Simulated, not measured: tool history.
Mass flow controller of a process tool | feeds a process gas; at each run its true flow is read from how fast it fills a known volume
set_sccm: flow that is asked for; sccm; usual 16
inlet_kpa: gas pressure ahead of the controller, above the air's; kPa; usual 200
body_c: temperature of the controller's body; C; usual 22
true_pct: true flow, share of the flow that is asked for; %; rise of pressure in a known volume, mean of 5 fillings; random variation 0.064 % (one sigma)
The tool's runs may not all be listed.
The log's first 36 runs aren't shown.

run    hour  set_sccm  inlet_kpa  body_c  hours of work since the controller was set to zero  hours of work since the controller was changed  true_pct
 37  2074.0        13        147      40                                                 475                                             926     98.40
 38  2113.8        13        147      40                                                 491                                             942     98.43
 39  2179.2        13        147      40                                                 517                                             968     98.26
 40  2257.1         7        141      21                                                 548                                            1000     98.78
 41  2305.3        19        210      21                                                 568                                            1019    100.10
 42  2380.3         5        143      28                                                 598                                            1049     97.74
 43  2456.9         5        143      28                                                 628                                            1079     97.80
 44  2513.8        17        200      29                                                 651                                            1102     99.23
 45  2562.7         2        159      34                                                 671                                            1122     95.53

5 ways to go on from here, each from the tool as it stands after run 45. What would each give?
  A  2632.5        16        200      28                                                 698                                            1150         ?
  B  2632.5        13        200      22                                                 698                                            1150         ?
  C  2632.5        15        200      38                                                 698                                            1150         ?
  D  2632.5         9        174      22                                                 698                                            1150         ?
  E  2632.5         3        200      22                                                 698                                            1150         ?

run  true_pct
  A     99.16
  B     99.27
  C     98.34
  D     98.76
  E     96.92
Without the tool's hidden state the same runs would have given:
run  true_pct
  A     99.24
  B     99.41
  C     98.44
  D     99.05
  E     98.17

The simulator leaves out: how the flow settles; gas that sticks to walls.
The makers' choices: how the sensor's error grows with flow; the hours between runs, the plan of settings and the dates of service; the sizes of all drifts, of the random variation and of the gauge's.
